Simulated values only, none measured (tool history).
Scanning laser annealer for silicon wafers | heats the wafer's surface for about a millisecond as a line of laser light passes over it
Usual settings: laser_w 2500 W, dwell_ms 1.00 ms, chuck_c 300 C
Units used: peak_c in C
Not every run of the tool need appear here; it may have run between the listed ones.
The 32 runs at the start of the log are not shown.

run	hour	laser_w	dwell_ms	chuck_c	hours of work since the window was cleaned	hours of work since the power meter was calibrated	hours of work since the optics were aligned	peak_c
33	814.4	2403	0.82	300	140	747	125	946
34	845.5	2500	0.98	300	154	762	140	1033
35	871.0	2190	0.74	268	166	773	151	820
36	888.6	2190	0.74	268	174	781	159	818
37	911.6	2190	0.74	268	185	792	170	818
38	942.4	2190	0.74	268	199	806	184	820
39	977.4	2190	0.74	268	215	822	200	814
40	996.8	2190	0.74	268	224	831	209	814
41	1015.8	2630	0.74	308	233	840	218	994
42	1051.7	2213	0.74	308	249	856	235	856

Forecast each of these 3 alternatives for the next run:
A	1073.0	2301	1.18	300	259	866	244	?
B	1073.0	2573	1.00	299	259	866	244	?
C	1073.0	2500	1.07	300	259	866	244	?

run	peak_c
A	1013
B	1056
C	1052
Take away the tool's hidden state, keep each run's random variation, and the runs would have read:
run	peak_c
A	1044
B	1089
C	1085
